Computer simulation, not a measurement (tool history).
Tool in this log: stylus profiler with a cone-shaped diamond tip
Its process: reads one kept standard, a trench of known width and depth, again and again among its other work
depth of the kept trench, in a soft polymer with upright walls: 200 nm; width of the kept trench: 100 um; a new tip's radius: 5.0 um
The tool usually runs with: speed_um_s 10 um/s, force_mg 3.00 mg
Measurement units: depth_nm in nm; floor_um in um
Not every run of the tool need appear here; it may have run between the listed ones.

run	hour	speed_um_s	force_mg	depth_nm	floor_um
1	0.0	10	3.00	202.74	96.97
2	68.8	10	3.00	202.84	96.95
3	136.5	10	3.00	202.88	96.89
4	189.0	36	3.00	202.81	96.79
5	263.6	10	3.00	202.86	96.85
6	353.7	10	3.00	202.76	96.85
7	400.0	10	3.00	202.95	96.88
8	447.1	10	3.00	202.79	96.84
9	525.8	10	3.00	202.82	96.79
10	605.2	7	4.71	203.76	96.83
# hour 612.2: height scale calibrated on a step standard
11	658.1	24	3.00	203.13	96.71
12	717.4	10	2.01	202.40	96.70
13	794.8	2	1.07	201.90	96.83
# hour 843.2: height scale calibrated on a step standard, once more
14	848.3	10	3.65	202.85	96.75
15	909.2	11	2.79	202.51	96.68
16	990.9	12	2.97	202.52	96.75
17	1074.9	12	2.97	202.53	96.66
18	1121.9	12	5.27	203.76	96.67

Each row is a separate what-if for the run after 18, all from the same tool condition, not one after another. Results?
A	1188.6	3	2.38	?	?
B	1188.6	5	1.39	?	?
C	1188.6	4	5.81	?	?

run	depth_nm	floor_um
A	202.08	96.70
B	201.63	96.67
C	203.88	96.67
What these runs would have given with no unlogged condition in the tool:
run	depth_nm	floor_um
A	202.01	97.20
B	201.56	97.18
C	203.81	97.17

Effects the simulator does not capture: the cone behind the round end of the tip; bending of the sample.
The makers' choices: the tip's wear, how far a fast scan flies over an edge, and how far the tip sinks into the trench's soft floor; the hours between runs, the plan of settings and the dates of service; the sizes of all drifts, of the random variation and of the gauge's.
